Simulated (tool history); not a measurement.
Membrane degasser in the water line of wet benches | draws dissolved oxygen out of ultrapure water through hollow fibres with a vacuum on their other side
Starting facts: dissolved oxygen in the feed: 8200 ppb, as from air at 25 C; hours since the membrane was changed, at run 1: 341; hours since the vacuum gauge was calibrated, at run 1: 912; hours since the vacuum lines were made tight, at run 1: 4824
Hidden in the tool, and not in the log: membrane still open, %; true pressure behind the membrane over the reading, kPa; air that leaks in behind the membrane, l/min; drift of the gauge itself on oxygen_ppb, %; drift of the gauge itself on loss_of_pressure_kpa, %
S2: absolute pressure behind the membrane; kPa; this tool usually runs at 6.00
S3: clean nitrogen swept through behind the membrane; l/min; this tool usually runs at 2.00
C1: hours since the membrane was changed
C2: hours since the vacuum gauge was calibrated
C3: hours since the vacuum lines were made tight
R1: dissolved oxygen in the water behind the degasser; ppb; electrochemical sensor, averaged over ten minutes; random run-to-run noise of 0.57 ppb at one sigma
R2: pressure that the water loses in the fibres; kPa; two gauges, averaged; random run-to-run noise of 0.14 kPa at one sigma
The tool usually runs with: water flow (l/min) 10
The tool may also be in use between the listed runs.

run 1 hour=0.0 | water_flow_(l/min)=10 S2=6.00 S3=2.00 | C1=341 C2=912 C3=4824 | R1=51.3 R2=49.25
run 2 hour=144.0 | water_flow_(l/min)=10 S2=6.00 S3=2.00 | C1=485 C2=1056 C3=4968 | R1=51.0 R2=49.01
run 3 hour=309.2 | water_flow_(l/min)=10 S2=14.24 S3=2.00 | C1=650 C2=1221 C3=5133 | R1=151.7 R2=48.89
run 4 hour=471.7 | water_flow_(l/min)=10 S2=14.24 S3=2.00 | C1=812 C2=1383 C3=5295 | R1=153.8 R2=49.07
run 5 hour=782.6 | water_flow_(l/min)=10 S2=14.24 S3=2.00 | C1=1123 C2=1694 C3=5606 | R1=150.6 R2=49.12
run 6 hour=1029.6 | water_flow_(l/min)=10 S2=14.24 S3=2.00 | C1=1370 C2=1941 C3=5853 | R1=152.3 R2=49.25
run 7 hour=1342.2 | water_flow_(l/min)=10 S2=14.24 S3=2.00 | C1=1683 C2=2254 C3=6166 | R1=154.2 R2=49.19
run 8 hour=1486.4 | water_flow_(l/min)=10 S2=6.00 S3=2.00 | C1=1827 C2=2398 C3=6310 | R1=52.0 R2=49.37
run 9 hour=1711.7 | water_flow_(l/min)=12 S2=6.00 S3=2.00 | C1=2052 C2=2623 C3=6535 | R1=72.0 R2=59.18
-- hour=1767.2 seals of the vacuum lines changed
run 10 hour=1929.6 | water_flow_(l/min)=10 S2=6.00 S3=5.52 | C1=2268 C2=2839 C3=162 | R1=29.3 R2=49.29
run 11 hour=2069.0 | water_flow_(l/min)=10 S2=5.13 S3=2.00 | C1=2408 C2=2979 C3=302 | R1=41.6 R2=49.58
run 12 hour=2366.2 | water_flow_(l/min)=10 S2=5.13 S3=2.00 | C1=2705 C2=3276 C3=599 | R1=44.1 R2=49.68
run 13 hour=2516.8 | water_flow_(l/min)=13 S2=6.00 S3=2.00 | C1=2855 C2=3426 C3=750 | R1=84.0 R2=64.54
run 14 hour=2670.9 | water_flow_(l/min)=13 S2=6.00 S3=2.00 | C1=3010 C2=3581 C3=904 | R1=83.8 R2=64.76
run 15 hour=2991.8 | water_flow_(l/min)=13 S2=6.00 S3=2.00 | C1=3330 C2=3901 C3=1225 | R1=84.2 R2=64.52
run 16 hour=3183.5 | water_flow_(l/min)=13 S2=9.91 S3=2.00 | C1=3522 C2=4093 C3=1416 | R1=146.5 R2=64.63
run 17 hour=3356.5 | water_flow_(l/min)=13 S2=9.91 S3=2.00 | C1=3695 C2=4266 C3=1589 | R1=146.6 R2=64.62
run 18 hour=3684.4 | water_flow_(l/min)=12 S2=6.34 S3=0.88 | C1=4023 C2=4594 C3=1917 | R1=136.4 R2=60.00
run 19 hour=3861.4 | water_flow_(l/min)=12 S2=6.34 S3=0.88 | C1=4200 C2=4771 C3=2094 | R1=139.5 R2=60.01
run 20 hour=4041.9 | water_flow_(l/min)=10 S2=4.28 S3=0.88 | C1=4380 C2=4951 C3=2275 | R1=54.1 R2=50.03
run 21 hour=4379.0 | water_flow_(l/min)=10 S2=4.28 S3=0.92 | C1=4718 C2=5289 C3=2612 | R1=54.6 R2=50.07
run 22 hour=4616.6 | water_flow_(l/min)=10 S2=4.28 S3=0.92 | C1=4955 C2=5526 C3=2849 | R1=55.3 R2=50.09
run 23 hour=4836.4 | water_flow_(l/min)=10 S2=4.46 S3=3.54 | C1=5175 C2=5746 C3=3069 | R1=29.6 R2=50.27
run 24 hour=4982.3 | water_flow_(l/min)=10 S2=7.34 S3=2.00 | C1=5321 C2=5892 C3=3215 | R1=74.3 R2=50.15
run 25 hour=5128.0 | water_flow_(l/min)=10 S2=7.34 S3=2.00 | C1=5467 C2=6038 C3=3361 | R1=74.2 R2=50.29
run 26 hour=5393.3 | water_flow_(l/min)=10 S2=7.34 S3=2.00 | C1=5732 C2=6303 C3=3626 | R1=75.6 R2=50.60
run 27 hour=5578.7 | water_flow_(l/min)=7 S2=8.26 S3=1.12 | C1=5917 C2=6488 C3=3812 | R1=89.8 R2=35.22
run 28 hour=5823.1 | water_flow_(l/min)=7 S2=8.26 S3=1.12 | C1=6162 C2=6733 C3=4056 | R1=91.0 R2=35.28
run 29 hour=6004.2 | water_flow_(l/min)=11 S2=6.00 S3=1.13 | C1=6343 C2=6914 C3=4237 | R1=99.6 R2=55.42
run 30 hour=6214.4 | water_flow_(l/min)=11 S2=6.00 S3=1.13 | C1=6553 C2=7124 C3=4447 | R1=101.2 R2=55.68
run 31 hour=6533.3 | water_flow_(l/min)=10 S2=4.01 S3=2.00 | C1=6872 C2=7443 C3=4766 | R1=35.2 R2=50.46
run 32 hour=6809.4 | water_flow_(l/min)=9 S2=4.42 S3=1.26 | C1=7148 C2=7719 C3=5042 | R1=44.1 R2=45.68

Branching from run 32: 4 alternative next runs. What would each branch give?
-- hour=6853.5 vacuum gauge calibrated
run A hour=7067.6 | water_flow_(l/min)=10 S2=9.05 S3=2.00 | C1=7406 C2=214 C3=5300 | R1=? R2=?
-- hour=6853.5 vacuum gauge calibrated
run B hour=7067.6 | water_flow_(l/min)=15 S2=13.59 S3=4.04 | C1=7406 C2=214 C3=5300 | R1=? R2=?
-- hour=6853.5 vacuum gauge calibrated
run C hour=7067.6 | water_flow_(l/min)=10 S2=4.12 S3=1.49 | C1=7406 C2=214 C3=5300 | R1=? R2=?
-- hour=6853.5 vacuum gauge calibrated
run D hour=7067.6 | water_flow_(l/min)=6 S2=7.24 S3=0.96 | C1=7406 C2=214 C3=5300 | R1=? R2=?

run=A R1=92.2 R2=50.89
run=B R1=156.6 R2=76.70
run=C R1=33.4 R2=50.62
run=D R1=65.5 R2=30.49
Had the tool no hidden state, the same runs would have come out as:
run=A R1=86.5 R2=48.88
run=B R1=144.1 R2=73.67
run=C R1=29.5 R2=48.62
run=D R1=62.6 R2=29.29
